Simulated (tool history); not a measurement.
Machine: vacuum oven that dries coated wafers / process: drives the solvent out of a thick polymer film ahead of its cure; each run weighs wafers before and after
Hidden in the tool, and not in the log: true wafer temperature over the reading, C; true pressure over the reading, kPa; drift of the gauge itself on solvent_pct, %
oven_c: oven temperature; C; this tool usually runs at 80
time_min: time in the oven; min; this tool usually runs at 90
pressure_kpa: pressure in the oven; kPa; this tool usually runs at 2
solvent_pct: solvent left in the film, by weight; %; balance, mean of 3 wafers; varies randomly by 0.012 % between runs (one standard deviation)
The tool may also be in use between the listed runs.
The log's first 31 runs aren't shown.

| run | hour | oven_c | time_min | pressure_kpa | hours of work since the thermocouples were calibrated | hours of work since the vacuum gauge was cleaned of residue | solvent_pct |
|---|---|---|---|---|---|---|---|
| 32 | 1838 | 75 | 54 | 1.03 | 163 | 1508 | 4.27 |
| 33 | 1910.6 | 72 | 86 | 2.37 | 210 | 1555 | 4.33 |
| 34 | 1987.9 | 84 | 86 | 1.91 | 260 | 1604 | 1.43 |
| 35 | 2056.7 | 93 | 90 | 2 | 304 | 1649 | 0.91 |
| 36 | 2111.1 | 66 | 120 | 1.63 | 339 | 1683 | 4.61 |
| 37 | 2156 | 66 | 120 | 1.63 | 367 | 1712 | 4.59 |
|  | 2177.3 | vacuum gauge cleaned of residue and calibrated |
| 38 | 2194.7 | 75 | 120 | 4.15 | 391 | 11 | 3.48 |
| 39 | 2235.2 | 73 | 54 | 2 | 417 | 37 | 5.14 |
| 40 | 2307 | 84 | 90 | 3.34 | 464 | 83 | 1.84 |
| 41 | 2366 | 91 | 115 | 2 | 501 | 121 | 0.75 |
| 42 | 2409.6 | 69 | 69 | 2.39 | 529 | 149 | 5.78 |
| 43 | 2466.4 | 69 | 69 | 2.39 | 566 | 186 | 5.76 |
| 44 | 2533 | 81 | 110 | 6.85 | 609 | 228 | 3.95 |

4 ways to go on from here, each from the tool as it stands after run 44. What would each give?
| A | 2598.9 | 82 | 90 | 2 | 651 | 271 | ? |
| B | 2598.9 | 80 | 90 | 6.63 | 651 | 271 | ? |
| C | 2598.9 | 87 | 60 | 2 | 651 | 271 | ? |
| D | 2598.9 | 80 | 114 | 2 | 651 | 271 | ? |

| run | solvent_pct |
|---|---|
| A | 1.38 |
| B | 4.21 |
| C | 1.25 |
| D | 1.35 |
Without the tool's unlogged condition, the same runs would have read:
| run | solvent_pct |
|---|---|
| A | 1.55 |
| B | 4.56 |
| C | 1.42 |
| D | 1.49 |
